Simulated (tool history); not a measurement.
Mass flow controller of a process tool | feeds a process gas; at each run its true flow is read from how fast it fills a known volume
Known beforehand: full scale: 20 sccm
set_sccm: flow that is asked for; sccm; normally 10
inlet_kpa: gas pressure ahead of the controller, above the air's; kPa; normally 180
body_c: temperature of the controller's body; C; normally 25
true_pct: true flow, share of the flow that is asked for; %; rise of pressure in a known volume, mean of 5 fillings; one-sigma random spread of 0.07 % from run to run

{"run": 1, "hour": 0.0, "set_sccm": 10, "inlet_kpa": 180, "body_c": 25, "true_pct": 99.19}
{"run": 2, "hour": 56.3, "set_sccm": 10, "inlet_kpa": 180, "body_c": 25, "true_pct": 99.08}
{"run": 3, "hour": 103.7, "set_sccm": 10, "inlet_kpa": 180, "body_c": 25, "true_pct": 99.17}
{"run": 4, "hour": 154.0, "set_sccm": 10, "inlet_kpa": 180, "body_c": 25, "true_pct": 99.25}
{"run": 5, "hour": 247.0, "set_sccm": 10, "inlet_kpa": 180, "body_c": 25, "true_pct": 99.05}
{"run": 6, "hour": 305.5, "set_sccm": 10, "inlet_kpa": 180, "body_c": 38, "true_pct": 98.07}
{"run": 7, "hour": 410.7, "set_sccm": 10, "inlet_kpa": 180, "body_c": 25, "true_pct": 99.09}
{"run": 8, "hour": 471.7, "set_sccm": 10, "inlet_kpa": 180, "body_c": 25, "true_pct": 99.01}
{"run": 9, "hour": 534.4, "set_sccm": 10, "inlet_kpa": 180, "body_c": 25, "true_pct": 99.1}
{"run": 10, "hour": 631.6, "set_sccm": 10, "inlet_kpa": 180, "body_c": 25, "true_pct": 99.27}
{"run": 11, "hour": 738.6, "set_sccm": 10, "inlet_kpa": 180, "body_c": 25, "true_pct": 99.06}
{"run": 12, "hour": 836.4, "set_sccm": 4, "inlet_kpa": 180, "body_c": 25, "true_pct": 98.46}
{"run": 13, "hour": 904.6, "set_sccm": 10, "inlet_kpa": 180, "body_c": 33, "true_pct": 98.32}
{"run": 14, "hour": 1008.5, "set_sccm": 10, "inlet_kpa": 187, "body_c": 33, "true_pct": 98.41}
{"run": 15, "hour": 1051.5, "set_sccm": 10, "inlet_kpa": 187, "body_c": 33, "true_pct": 98.39}
{"run": 16, "hour": 1158.2, "set_sccm": 10, "inlet_kpa": 187, "body_c": 33, "true_pct": 98.54}
{"run": 17, "hour": 1241.4, "set_sccm": 10, "inlet_kpa": 187, "body_c": 33, "true_pct": 98.33}
{"run": 18, "hour": 1327.2, "set_sccm": 10, "inlet_kpa": 187, "body_c": 33, "true_pct": 98.47}
{"run": 19, "hour": 1431.9, "set_sccm": 16, "inlet_kpa": 180, "body_c": 25, "true_pct": 99.72}
{"run": 20, "hour": 1490.3, "set_sccm": 16, "inlet_kpa": 180, "body_c": 25, "true_pct": 99.76}
{"run": 21, "hour": 1564.9, "set_sccm": 16, "inlet_kpa": 180, "body_c": 25, "true_pct": 99.63}
{"run": 22, "hour": 1643.7, "set_sccm": 16, "inlet_kpa": 180, "body_c": 25, "true_pct": 99.79}
{"run": 23, "hour": 1691.6, "set_sccm": 10, "inlet_kpa": 180, "body_c": 25, "true_pct": 99.14}
{"run": 24, "hour": 1761.6, "set_sccm": 10, "inlet_kpa": 180, "body_c": 25, "true_pct": 99.09}
{"run": 25, "hour": 1868.5, "set_sccm": 7, "inlet_kpa": 174, "body_c": 29, "true_pct": 98.41}
{"run": 26, "hour": 1944.3, "set_sccm": 17, "inlet_kpa": 268, "body_c": 29, "true_pct": 98.86}
{"run": 27, "hour": 1988.3, "set_sccm": 20, "inlet_kpa": 214, "body_c": 22, "true_pct": 100.17}
{"run": 28, "hour": 2075.0, "set_sccm": 20, "inlet_kpa": 214, "body_c": 22, "true_pct": 100.21}
{"run": 29, "hour": 2140.6, "set_sccm": 3, "inlet_kpa": 222, "body_c": 22, "true_pct": 98.35}
{"run": 30, "hour": 2230.5, "set_sccm": 9, "inlet_kpa": 180, "body_c": 37, "true_pct": 97.94}
{"run": 31, "hour": 2329.6, "set_sccm": 8, "inlet_kpa": 180, "body_c": 37, "true_pct": 98.04}
{"run": 32, "hour": 2401.1, "set_sccm": 8, "inlet_kpa": 180, "body_c": 37, "true_pct": 97.95}
{"run": 33, "hour": 2488.4, "set_sccm": 8, "inlet_kpa": 180, "body_c": 37, "true_pct": 97.96}
{"run": 34, "hour": 2572.7, "set_sccm": 8, "inlet_kpa": 180, "body_c": 37, "true_pct": 97.95}
{"run": 35, "hour": 2640.3, "set_sccm": 2, "inlet_kpa": 180, "body_c": 26, "true_pct": 98.13}
{"run": 36, "hour": 2689.4, "set_sccm": 2, "inlet_kpa": 158, "body_c": 29, "true_pct": 98.13}
{"run": 37, "hour": 2735.3, "set_sccm": 4, "inlet_kpa": 228, "body_c": 36, "true_pct": 97.28}
{"run": 38, "hour": 2793.6, "set_sccm": 20, "inlet_kpa": 165, "body_c": 29, "true_pct": 99.99}
{"run": 39, "hour": 2879.2, "set_sccm": 20, "inlet_kpa": 165, "body_c": 29, "true_pct": 99.83}
{"hour": 2925.6, "done": "controller's zero set anew"}
{"run": 40, "hour": 2939.0, "set_sccm": 20, "inlet_kpa": 165, "body_c": 29, "true_pct": 99.85}
{"run": 41, "hour": 3019.4, "set_sccm": 8, "inlet_kpa": 180, "body_c": 25, "true_pct": 98.95}
{"run": 42, "hour": 3095.5, "set_sccm": 3, "inlet_kpa": 180, "body_c": 27, "true_pct": 98.32}
{"run": 43, "hour": 3176.5, "set_sccm": 3, "inlet_kpa": 172, "body_c": 27, "true_pct": 98.34}
{"run": 44, "hour": 3241.4, "set_sccm": 5, "inlet_kpa": 180, "body_c": 21, "true_pct": 98.89}
{"run": 45, "hour": 3285.6, "set_sccm": 10, "inlet_kpa": 180, "body_c": 30, "true_pct": 98.68}
{"run": 46, "hour": 3379.6, "set_sccm": 10, "inlet_kpa": 263, "body_c": 25, "true_pct": 98.52}
{"run": 47, "hour": 3439.5, "set_sccm": 9, "inlet_kpa": 227, "body_c": 22, "true_pct": 99.01}
{"run": 48, "hour": 3532.1, "set_sccm": 10, "inlet_kpa": 180, "body_c": 25, "true_pct": 98.93}

Forecast each of these 3 alternatives for the next run:
{"run": "A", "hour": 3620.8, "set_sccm": 10, "inlet_kpa": 180, "body_c": 22, "true_pct": "?"}
{"run": "B", "hour": 3620.8, "set_sccm": 2, "inlet_kpa": 204, "body_c": 25, "true_pct": "?"}
{"run": "C", "hour": 3620.8, "set_sccm": 4, "inlet_kpa": 170, "body_c": 25, "true_pct": "?"}

run=A true_pct=99.3
run=B true_pct=98.21
run=C true_pct=98.62
With no hidden state in the tool, these same runs would have given:
run=A true_pct=99.32
run=B true_pct=98.23
run=C true_pct=98.63
